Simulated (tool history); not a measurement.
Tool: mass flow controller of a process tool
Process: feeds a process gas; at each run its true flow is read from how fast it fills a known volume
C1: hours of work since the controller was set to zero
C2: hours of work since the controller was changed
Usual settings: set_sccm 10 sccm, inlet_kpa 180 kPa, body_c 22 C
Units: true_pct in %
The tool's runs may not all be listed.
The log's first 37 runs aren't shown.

Run 38, hour 2705.0: usual settings but set_sccm 7 sccm, inlet_kpa 181 kPa, body_c 26 C; C1 4002; C2 4002. Result: true_pct 100.04 %.
Run 39, hour 2781.0: usual settings but set_sccm 2 sccm, inlet_kpa 277 kPa, body_c 35 C; C1 4039; C2 4039. Result: true_pct 99.13 %.
Run 40, hour 2847.2: usual settings but inlet_kpa 173 kPa; C1 4070; C2 4070. Result: true_pct 100.71 %.
Run 41, hour 2908.5: usual settings but inlet_kpa 173 kPa; C1 4100; C2 4100. Result: true_pct 100.91 %.
Run 42, hour 2967.4: usual settings but set_sccm 13 sccm, inlet_kpa 204 kPa, body_c 21 C; C1 4128; C2 4128. Result: true_pct 101.43 %.
At hour 3028.8: gauge calibrated.
Run 43, hour 3070.3: usual settings but set_sccm 5 sccm, inlet_kpa 170 kPa, body_c 35 C; C1 4177; C2 4177. Result: true_pct 97.07 %.
Run 44, hour 3115.6: usual settings but set_sccm 5 sccm, inlet_kpa 170 kPa, body_c 24 C; C1 4199; C2 4199. Result: true_pct 97.74 %.
Run 45, hour 3210.1: usual settings but set_sccm 3 sccm, inlet_kpa 190 kPa; C1 4244; C2 4244. Result: true_pct 97.85 %.
Run 46, hour 3254.1: usual settings but set_sccm 3 sccm, inlet_kpa 190 kPa; C1 4266; C2 4266. Result: true_pct 98.01 %.
Run 47, hour 3335.3: usual settings but set_sccm 9 sccm, inlet_kpa 237 kPa, body_c 36 C; C1 4304; C2 4304. Result: true_pct 98.21 %.
Run 48, hour 3411.0: usual settings but set_sccm 9 sccm, inlet_kpa 237 kPa, body_c 36 C; C1 4341; C2 4341. Result: true_pct 98.11 %.
Run 49, hour 3504.9: usual settings but set_sccm 16 sccm, inlet_kpa 213 kPa, body_c 36 C; C1 4386; C2 4386. Result: true_pct 99.07 %.

3 ways to go on from here, each from the tool as it stands after run 49. What would each give?
Run A, hour 3578.0: usual settings but set_sccm 4 sccm, inlet_kpa 266 kPa, body_c 36 C; C1 4421; C2 4421. Result: true_pct ?.
Run B, hour 3578.0: usual settings but set_sccm 15 sccm, inlet_kpa 211 kPa, body_c 36 C; C1 4421; C2 4421. Result: true_pct ?.
Run C, hour 3578.0: usual settings but set_sccm 5 sccm, inlet_kpa 164 kPa, body_c 34 C; C1 4421; C2 4421. Result: true_pct ?.

run  true_pct
  A     97.72
  B     98.99
  C     97.60
Without the tool's hidden state the same runs would have given:
run  true_pct
  A     97.32
  B     98.59
  C     97.20
